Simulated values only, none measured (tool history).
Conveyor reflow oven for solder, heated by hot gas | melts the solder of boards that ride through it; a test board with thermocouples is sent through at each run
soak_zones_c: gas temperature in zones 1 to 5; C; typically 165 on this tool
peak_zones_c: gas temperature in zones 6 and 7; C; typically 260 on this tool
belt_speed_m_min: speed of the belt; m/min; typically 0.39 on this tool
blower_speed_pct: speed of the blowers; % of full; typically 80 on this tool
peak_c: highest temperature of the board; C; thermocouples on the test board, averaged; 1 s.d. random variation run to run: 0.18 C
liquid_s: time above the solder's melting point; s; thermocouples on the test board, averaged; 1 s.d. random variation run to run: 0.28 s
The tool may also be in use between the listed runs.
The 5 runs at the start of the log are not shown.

run    hour  soak_zones_c  peak_zones_c  belt_speed_m_min  blower_speed_pct  hours of work since the flux was cleaned out  hours of work since the belt drive was overhauled  hours of work since the thermocouples were changed  peak_c  liquid_s
  6   257.7           165           260              0.39                85                                            91                                               1066                                                 847   247.5      62.9
  7   286.9           165           260              0.39                85                                           109                                               1083                                                 865   247.6      62.4
  8   351.6           165           260              0.39                85                                           148                                               1122                                                 904     247      62.9
  9   379.1           165           260             0.392                80                                           165                                               1139                                                 921   246.1      60.5
      388.6  -- belt drive overhauled, speed set with a stopwatch
 10   411.8           158           260              0.39                80                                           182                                                 14                                                 938   244.2      54.1
 11   443.3           158           260              0.39                80                                           201                                                 33                                                 957   243.5      53.4
 12   508.5           165           260              0.39                80                                           240                                                 72                                                 996   244.6      57.8
 13   553.9           165           260              0.39                80                                           268                                                100                                                1024   244.2      57.2
 14   597.7           165           256              0.39                80                                           294                                                126                                                1050     241      53.4
 15   642.6           165           256              0.39                80                                           321                                                153                                                1077   240.5        52
      652.7  -- flux residue cleaned out of gas plates and filters
 16     707           165           256             0.347                84                                            33                                                189                                                1113   248.1      71.9
 17   763.4           159           260             0.377                80                                            67                                                223                                                1147   247.6      61.7
 18   824.5           168           260             0.316                80                                           104                                                260                                                1184   253.4      87.2
 19   886.7           168           260             0.316                82                                           141                                                298                                                1222   253.5      86.7
 20   952.4           165           260              0.39                71                                           181                                                337                                                1261   244.5      57.1
 21     987           165           260             0.384                81                                           202                                                358                                                1282   247.1        62
 22  1026.2           165           274              0.39                59                                           225                                                382                                                1306     252      63.8
     1077.3  -- thermocouples of zones 6 and 7 changed
 23  1087.9           165           274              0.39                59                                           261                                                418                                                   6   247.9      59.4
 24  1129.3           165           260             0.342                80                                           286                                                443                                                  31   245.8      68.6
 25    1187           165           260             0.342                80                                           321                                                478                                                  66     245      68.2
     1197.9  -- flux residue cleaned out of gas plates and filters
 26  1255.2           165           260             0.342                80                                            35                                                516                                                 104   248.3        74
 27  1299.2           165           260              0.39                67                                            61                                                542                                                 131   241.5      54.1
 28  1349.6           165           260              0.39                67                                            92                                                573                                                 161   241.6      53.5
 29  1396.2           161           260             0.334                80                                           120                                                601                                                 189   248.3      72.9
 30  1449.5           165           260             0.367                80                                           152                                                633                                                 222   245.8      64.5

What if the next run were any one of these 3? Each begins from the tool's condition after run 30:
  A  1513.6           165           274              0.39                80                                           191                                                672                                                 260       ?         ?
  B  1513.6           165           260             0.447                84                                           191                                                672                                                 260       ?         ?
  C  1513.6           162           260             0.367                62                                           191                                                672                                                 260       ?         ?

run  peak_c  liquid_s
  A   255.6      68.7
  B   239.5      44.6
  C   240.6        55
Take away the tool's hidden state, keep each run's random variation, and the runs would have read:
run  peak_c  liquid_s
  A     257      69.4
  B   241.1      46.5
  C   241.6      56.2

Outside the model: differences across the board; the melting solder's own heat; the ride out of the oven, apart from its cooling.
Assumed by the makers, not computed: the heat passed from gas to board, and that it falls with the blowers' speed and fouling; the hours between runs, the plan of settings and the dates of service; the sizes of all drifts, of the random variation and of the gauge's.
